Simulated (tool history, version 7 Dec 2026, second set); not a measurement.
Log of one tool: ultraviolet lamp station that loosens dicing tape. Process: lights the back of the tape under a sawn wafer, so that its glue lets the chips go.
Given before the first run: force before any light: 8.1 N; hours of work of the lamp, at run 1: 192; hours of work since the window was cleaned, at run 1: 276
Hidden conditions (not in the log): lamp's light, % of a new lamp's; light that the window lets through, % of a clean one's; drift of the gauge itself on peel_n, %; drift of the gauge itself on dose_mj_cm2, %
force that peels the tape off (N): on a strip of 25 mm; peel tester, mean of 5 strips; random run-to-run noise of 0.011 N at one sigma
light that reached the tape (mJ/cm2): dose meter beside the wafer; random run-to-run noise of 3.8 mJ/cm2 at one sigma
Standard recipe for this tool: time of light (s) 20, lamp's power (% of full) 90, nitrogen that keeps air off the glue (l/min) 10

run,hour,time of light (s),lamp's power (% of full),nitrogen that keeps air off the glue (l/min),hours of work of the lamp,hours of work since the window was cleaned,force that peels the tape off (N),light that reached the tape (mJ/cm2)
1,0.0,20,90,10,192,276,0.470,640
2,7.5,20,90,10,198,282,0.461,648
3,15.6,20,90,10,205,289,0.471,650
4,20.5,20,90,18,209,293,0.331,652
5,26.4,20,90,18,213,297,0.332,655
6,33.7,20,90,18,219,303,0.330,652
7,39.4,20,90,18,224,308,0.336,650
8,43.8,20,68,10,227,311,0.835,497
9,49.2,20,90,10,232,316,0.475,658
10,57.0,17,90,10,238,322,0.640,564
11,62.9,17,90,10,242,326,0.642,555
12,71.9,17,90,10,250,334,0.633,564
13,77.9,17,90,10,254,338,0.664,561
14,84.9,20,76,10,260,344,0.639,557
15,91.7,22,76,10,265,349,0.527,614
16,98.1,22,76,10,271,355,0.528,614
17,102.3,22,76,10,274,358,0.522,622
18,110.4,20,90,10,280,364,0.470,665
# hour 115.5: gauge calibrated
19,118.5,20,90,10,287,371,0.456,645
20,126.5,20,90,10,293,377,0.474,649
21,134.6,34,90,10,300,384,0.235,1098
22,143.9,20,79,10,307,391,0.611,570
23,152.3,20,96,4,314,398,0.857,695
24,156.4,34,63,5,317,401,0.598,775
25,165.3,37,100,9,324,408,0.216,1350
26,174.4,26,90,11,331,415,0.283,848
27,180.3,20,78,5,336,420,1.082,575
28,186.7,19,60,10,341,425,1.120,419
29,194.8,20,75,9,348,432,0.724,545
30,204.3,18,75,10,355,439,0.815,496
31,210.9,14,62,6,361,445,2.358,321
32,216.9,20,64,8,365,449,1.068,472
33,221.5,19,90,4,369,453,1.093,629
34,226.5,39,74,4,373,457,0.389,1062
35,233.2,20,84,12,378,462,0.465,620
36,237.3,20,71,10,382,466,0.743,530
37,244.6,20,71,10,387,471,0.756,528
38,253.8,20,75,5,395,479,1.125,555
39,263.0,20,90,4,402,486,0.971,673
40,269.4,10,78,13,407,491,1.782,290
41,274.3,20,90,4,411,495,0.993,673
42,281.5,20,90,4,417,501,0.989,668
43,286.2,20,90,4,421,505,1.029,678

Take each entry between the runs: how does the hidden state at the last listed run before it differ from the hidden state at the first listed run after it?
Between runs 18 and 19: gauge calibrated (hour 115.5)
  drift of the gauge itself on dose_mj_cm2, %: 2.85 -> 0.08
  what was measured, less what the result would be without the hidden state, light that reached the tape (mJ/cm2): +17 -> -1
